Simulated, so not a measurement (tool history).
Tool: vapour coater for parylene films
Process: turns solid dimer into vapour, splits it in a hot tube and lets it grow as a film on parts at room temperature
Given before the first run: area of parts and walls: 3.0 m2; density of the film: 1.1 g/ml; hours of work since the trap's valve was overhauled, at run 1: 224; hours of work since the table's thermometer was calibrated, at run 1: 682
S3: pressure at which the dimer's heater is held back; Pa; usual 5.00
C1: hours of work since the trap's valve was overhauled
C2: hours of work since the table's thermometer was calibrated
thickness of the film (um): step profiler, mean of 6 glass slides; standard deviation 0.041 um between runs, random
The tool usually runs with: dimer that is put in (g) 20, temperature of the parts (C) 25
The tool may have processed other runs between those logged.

run 1 day=0.000 | dimer_that_is_put_in_(g)=20 temperature_of_the_parts_(C)=25 S3=5.00 | C1=224 C2=682 | thickness_of_the_film_(um)=4.19
run 2 day=1.042 | dimer_that_is_put_in_(g)=20 temperature_of_the_parts_(C)=25 S3=5.00 | C1=243 C2=701 | thickness_of_the_film_(um)=4.11
run 3 day=2.021 | dimer_that_is_put_in_(g)=9 temperature_of_the_parts_(C)=25 S3=5.00 | C1=261 C2=718 | thickness_of_the_film_(um)=1.84
run 4 day=2.462 | dimer_that_is_put_in_(g)=21 temperature_of_the_parts_(C)=25 S3=5.00 | C1=269 C2=726 | thickness_of_the_film_(um)=4.26
run 5 day=2.933 | dimer_that_is_put_in_(g)=20 temperature_of_the_parts_(C)=25 S3=3.39 | C1=277 C2=735 | thickness_of_the_film_(um)=4.20
-- day=3.158 trap's valve overhauled
run 6 day=4.021 | dimer_that_is_put_in_(g)=20 temperature_of_the_parts_(C)=25 S3=3.39 | C1=15 C2=751 | thickness_of_the_film_(um)=4.30
run 7 day=5.025 | dimer_that_is_put_in_(g)=20 temperature_of_the_parts_(C)=25 S3=3.39 | C1=33 C2=769 | thickness_of_the_film_(um)=4.14
run 8 day=5.796 | dimer_that_is_put_in_(g)=20 temperature_of_the_parts_(C)=25 S3=7.93 | C1=47 C2=783 | thickness_of_the_film_(um)=3.77
run 9 day=6.817 | dimer_that_is_put_in_(g)=20 temperature_of_the_parts_(C)=25 S3=7.93 | C1=66 C2=801 | thickness_of_the_film_(um)=3.74
run 10 day=7.304 | dimer_that_is_put_in_(g)=20 temperature_of_the_parts_(C)=25 S3=7.93 | C1=74 C2=810 | thickness_of_the_film_(um)=3.73

Hidden condition of the tool, last listed run before each entry between runs versus first listed run after:
From run 5 to run 6: trap's valve overhauled (day 3.158)
  vapour lost through the trap's worn valve, %: 7.6 -> 9.6; true temperature of the parts over the reading, C: -0.4 -> -0.41
  measured result minus the result with no hidden state, thickness of the film (um): -0.31 -> -0.42
